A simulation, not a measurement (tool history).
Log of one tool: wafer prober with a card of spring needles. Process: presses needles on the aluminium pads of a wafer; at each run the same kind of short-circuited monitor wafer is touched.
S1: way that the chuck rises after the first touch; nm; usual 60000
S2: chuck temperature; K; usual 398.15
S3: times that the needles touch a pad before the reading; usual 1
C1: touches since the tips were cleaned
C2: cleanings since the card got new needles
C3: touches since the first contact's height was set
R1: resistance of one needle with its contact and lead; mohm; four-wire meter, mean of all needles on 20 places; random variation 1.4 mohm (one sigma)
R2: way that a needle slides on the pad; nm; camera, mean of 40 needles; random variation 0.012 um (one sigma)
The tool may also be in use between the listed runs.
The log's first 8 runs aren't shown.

| run | hour | S1 | S2 | S3 | C1 | C2 | C3 | R1 | R2 |
|---|---|---|---|---|---|---|---|---|---|
|  | 78.1 | tips cleaned on abrasive film |
| 9 | 83.8 | 60000 | 398.15 | 2 | 907 | 13 | 65976 | 129 | 9290 |
| 10 | 92.7 | 60000 | 398.15 | 2 | 2340 | 13 | 67409 | 131 | 9280 |
| 11 | 103 | 60000 | 398.15 | 2 | 3991 | 13 | 69060 | 138 | 9280 |
|  | 108.1 | tips cleaned on abrasive film |
| 12 | 111.1 | 60000 | 398.15 | 2 | 488 | 14 | 70337 | 125 | 9290 |
| 13 | 120.1 | 60000 | 398.15 | 2 | 1925 | 14 | 71774 | 129 | 9270 |
| 14 | 126 | 60000 | 398.15 | 2 | 2863 | 14 | 72712 | 135 | 9280 |
| 15 | 135.4 | 60000 | 398.15 | 2 | 4373 | 14 | 74222 | 134 | 9270 |
|  | 137.5 | tips cleaned on abrasive film |
| 16 | 143.8 | 60000 | 398.15 | 2 | 1009 | 15 | 75548 | 127 | 9290 |
| 17 | 154.8 | 60000 | 398.15 | 1 | 2764 | 15 | 77303 | 141 | 9260 |
|  | 159.6 | height of the first contact set anew |
| 18 | 162.6 | 60000 | 398.15 | 1 | 3973 | 15 | 478 | 145 | 9220 |

Forecast run 19:
|  | 167.7 | tips cleaned on abrasive film |
| 19 | 169 | 47000 | 320.15 | 1 | 207 | 16 | 1483 | ? | ? |

Run 19 gave R1 122 mohm, R2 7200 nm.
Without the tool's hidden state the same run would have given R1 114 mohm, R2 7380 nm.

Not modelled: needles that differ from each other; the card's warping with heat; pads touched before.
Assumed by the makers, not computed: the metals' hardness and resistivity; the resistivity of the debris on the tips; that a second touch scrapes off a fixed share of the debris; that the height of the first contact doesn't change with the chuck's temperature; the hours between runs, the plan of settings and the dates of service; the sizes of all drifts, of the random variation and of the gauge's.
